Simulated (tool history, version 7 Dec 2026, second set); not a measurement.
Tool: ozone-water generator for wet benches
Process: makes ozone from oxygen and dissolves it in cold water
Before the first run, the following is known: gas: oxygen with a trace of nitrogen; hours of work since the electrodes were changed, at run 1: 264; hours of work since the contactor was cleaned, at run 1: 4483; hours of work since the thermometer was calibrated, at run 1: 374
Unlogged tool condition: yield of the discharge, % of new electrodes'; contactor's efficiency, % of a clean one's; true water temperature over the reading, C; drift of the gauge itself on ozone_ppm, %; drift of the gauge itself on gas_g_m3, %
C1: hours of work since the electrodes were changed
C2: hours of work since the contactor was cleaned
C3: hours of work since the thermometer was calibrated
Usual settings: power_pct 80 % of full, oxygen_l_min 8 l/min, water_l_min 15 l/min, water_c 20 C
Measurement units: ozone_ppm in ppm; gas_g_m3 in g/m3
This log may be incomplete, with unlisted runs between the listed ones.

run 1 hour=0 | power_pct=80 oxygen_l_min=8 water_l_min=15 water_c=20 | C1=264 C2=4483 C3=374 | ozone_ppm=33 gas_g_m3=243.2
run 2 hour=26.3 | power_pct=80 oxygen_l_min=8 water_l_min=15 water_c=25 | C1=282 C2=4500 C3=392 | ozone_ppm=29.2 gas_g_m3=242
run 3 hour=42.3 | power_pct=80 oxygen_l_min=8 water_l_min=15 water_c=25 | C1=292 C2=4511 C3=402 | ozone_ppm=29.1 gas_g_m3=243.6
run 4 hour=59.1 | power_pct=80 oxygen_l_min=8 water_l_min=15 water_c=25 | C1=303 C2=4522 C3=414 | ozone_ppm=29.6 gas_g_m3=242.3
run 5 hour=82.8 | power_pct=80 oxygen_l_min=8 water_l_min=15 water_c=20 | C1=319 C2=4538 C3=429 | ozone_ppm=32.4 gas_g_m3=244.8
run 6 hour=113.6 | power_pct=80 oxygen_l_min=11.69 water_l_min=15 water_c=20 | C1=340 C2=4558 C3=450 | ozone_ppm=30.9 gas_g_m3=204
run 7 hour=141.4 | power_pct=80 oxygen_l_min=11.69 water_l_min=21 water_c=20 | C1=358 C2=4576 C3=468 | ozone_ppm=24.8 gas_g_m3=202.1
run 8 hour=171.5 | power_pct=65 oxygen_l_min=13.95 water_l_min=13 water_c=27 | C1=378 C2=4597 C3=488 | ozone_ppm=23.7 gas_g_m3=165
run 9 hour=188.2 | power_pct=74 oxygen_l_min=6.2 water_l_min=13 water_c=27 | C1=389 C2=4608 C3=499 | ozone_ppm=30.4 gas_g_m3=261.3
run 10 hour=215.5 | power_pct=48 oxygen_l_min=6.37 water_l_min=11 water_c=26 | C1=407 C2=4626 C3=517 | ozone_ppm=26.2 gas_g_m3=197.9
run 11 hour=241.7 | power_pct=48 oxygen_l_min=6.37 water_l_min=11 water_c=26 | C1=425 C2=4643 C3=535 | ozone_ppm=26.1 gas_g_m3=200.6
run 12 hour=270.7 | power_pct=89 oxygen_l_min=8 water_l_min=15 water_c=12 | C1=444 C2=4662 C3=554 | ozone_ppm=40.9 gas_g_m3=258.9
run 13 hour=297.4 | power_pct=48 oxygen_l_min=8 water_l_min=13 water_c=20 | C1=462 C2=4680 C3=572 | ozone_ppm=25.9 gas_g_m3=176.7

Branching from run 13: 5 alternative next runs. What would each branch give?
run A hour=327.6 | power_pct=80 oxygen_l_min=8 water_l_min=22 water_c=27 | C1=482 C2=4700 C3=592 | ozone_ppm=? gas_g_m3=?
run B hour=327.6 | power_pct=59 oxygen_l_min=8 water_l_min=19 water_c=20 | C1=482 C2=4700 C3=592 | ozone_ppm=? gas_g_m3=?
run C hour=327.6 | power_pct=80 oxygen_l_min=5.59 water_l_min=20 water_c=24 | C1=482 C2=4700 C3=592 | ozone_ppm=? gas_g_m3=?
run D hour=327.6 | power_pct=80 oxygen_l_min=8 water_l_min=15 water_c=15 | C1=482 C2=4700 C3=592 | ozone_ppm=? gas_g_m3=?
run E hour=327.6 | power_pct=45 oxygen_l_min=8 water_l_min=20 water_c=16 | C1=482 C2=4700 C3=592 | ozone_ppm=? gas_g_m3=?

run=A ozone_ppm=21.8 gas_g_m3=243.1
run=B ozone_ppm=22.6 gas_g_m3=201.8
run=C ozone_ppm=24.7 gas_g_m3=287.2
run=D ozone_ppm=35.9 gas_g_m3=241.1
run=E ozone_ppm=20 gas_g_m3=171.5
The same runs, with their run-to-run variation unchanged, on a tool lacking any hidden condition would have given:
run=A ozone_ppm=23.3 gas_g_m3=244.9
run=B ozone_ppm=24.2 gas_g_m3=203
run=C ozone_ppm=26.4 gas_g_m3=289.3
run=D ozone_ppm=38.2 gas_g_m3=242.9
run=E ozone_ppm=21.4 gas_g_m3=172.3

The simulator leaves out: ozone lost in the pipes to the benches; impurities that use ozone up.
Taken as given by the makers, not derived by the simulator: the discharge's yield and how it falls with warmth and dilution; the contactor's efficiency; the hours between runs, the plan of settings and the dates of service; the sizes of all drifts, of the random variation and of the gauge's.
